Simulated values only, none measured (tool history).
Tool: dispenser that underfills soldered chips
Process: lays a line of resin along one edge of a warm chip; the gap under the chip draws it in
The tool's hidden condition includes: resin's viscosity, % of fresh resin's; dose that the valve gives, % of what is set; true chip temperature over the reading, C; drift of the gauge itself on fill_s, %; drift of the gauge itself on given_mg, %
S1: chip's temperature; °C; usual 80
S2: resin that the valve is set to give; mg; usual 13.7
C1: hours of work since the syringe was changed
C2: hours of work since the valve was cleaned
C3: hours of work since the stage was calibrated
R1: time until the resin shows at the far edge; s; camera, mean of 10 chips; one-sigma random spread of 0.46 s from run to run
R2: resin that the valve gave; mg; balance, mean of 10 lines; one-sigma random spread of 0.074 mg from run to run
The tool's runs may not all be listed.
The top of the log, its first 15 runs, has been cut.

At hour 80.0: new syringe of resin.
Run 16, hour 80.0: usual settings; C1 0; C2 38; C3 90. Result: R1 36.8 s, R2 13.48 mg.
Run 17, hour 84.5: usual settings; C1 3; C2 41; C3 93. Result: R1 42.7 s, R2 13.36 mg.
Run 18, hour 91.6: usual settings; C1 8; C2 46; C3 98. Result: R1 52.0 s, R2 13.29 mg.
At hour 96.6: new syringe of resin.
Run 19, hour 97.5: usual settings but S1 90 °C, S2 13.4 mg; C1 1; C2 49; C3 102. Result: R1 25.5 s, R2 12.89 mg.
Run 20, hour 101.3: usual settings but S1 71 °C, S2 14.9 mg; C1 3; C2 52; C3 104. Result: R1 64.8 s, R2 14.30 mg.
Run 21, hour 107.1: usual settings but S1 71 °C, S2 14.9 mg; C1 7; C2 56; C3 108. Result: R1 78.1 s, R2 14.35 mg.
At hour 113.5: new syringe of resin.
Run 22, hour 114.9: usual settings but S1 71 °C, S2 16.7 mg; C1 1; C2 60; C3 113. Result: R1 56.3 s, R2 15.91 mg.
Run 23, hour 118.8: usual settings but S1 75 °C, S2 12.0 mg; C1 3; C2 63; C3 115. Result: R1 57.2 s, R2 11.56 mg.
Run 24, hour 122.4: usual settings but S1 75 °C, S2 12.0 mg; C1 6; C2 65; C3 118. Result: R1 64.5 s, R2 11.50 mg.
Run 25, hour 126.4: usual settings but S1 93 °C, S2 13.4 mg; C1 8; C2 68; C3 120. Result: R1 33.2 s, R2 12.73 mg.
At hour 130.4: new syringe of resin.
Run 26, hour 130.4: usual settings but S1 93 °C, S2 13.4 mg; C1 0; C2 70; C3 123. Result: R1 20.8 s, R2 12.77 mg.
Run 27, hour 133.9: usual settings but S2 12.3 mg; C1 2; C2 73; C3 125. Result: R1 41.7 s, R2 11.80 mg.
Run 28, hour 140.0: usual settings but S2 12.3 mg; C1 6; C2 77; C3 129. Result: R1 51.5 s, R2 11.78 mg.
At hour 147.1: new syringe of resin.
Run 29, hour 148.4: usual settings but S1 73 °C, S2 13.8 mg; C1 1; C2 82; C3 134. Result: R1 52.3 s, R2 13.12 mg.
Run 30, hour 154.9: usual settings but S1 73 °C, S2 13.8 mg; C1 5; C2 86; C3 139. Result: R1 65.1 s, R2 13.23 mg.
Run 31, hour 161.4: usual settings but S1 76 °C, S2 15.0 mg; C1 9; C2 91; C3 143. Result: R1 71.6 s, R2 14.11 mg.
At hour 163.5: new syringe of resin.
Run 32, hour 168.6: usual settings but S1 81 °C, S2 13.0 mg; C1 3; C2 95; C3 147. Result: R1 42.5 s, R2 12.15 mg.
Run 33, hour 172.9: usual settings but S1 76 °C, S2 16.4 mg; C1 6; C2 98; C3 150. Result: R1 60.8 s, R2 15.44 mg.
Run 34, hour 177.0: usual settings but S1 75 °C, S2 11.8 mg; C1 9; C2 101; C3 153. Result: R1 77.3 s, R2 11.13 mg.

Predict the results of run 35:
At hour 179.9: new syringe of resin.
Run 35, hour 181.8: usual settings but S1 83 °C, S2 16.9 mg; C1 1; C2 104; C3 156. Result: R1 ?, R2 ?.

Run 35 yielded R1 35.0 s, R2 15.67 mg.
On a tool with no hidden condition, and with the same random variation, this run would have come out at R1 31.1 s, R2 16.74 mg.

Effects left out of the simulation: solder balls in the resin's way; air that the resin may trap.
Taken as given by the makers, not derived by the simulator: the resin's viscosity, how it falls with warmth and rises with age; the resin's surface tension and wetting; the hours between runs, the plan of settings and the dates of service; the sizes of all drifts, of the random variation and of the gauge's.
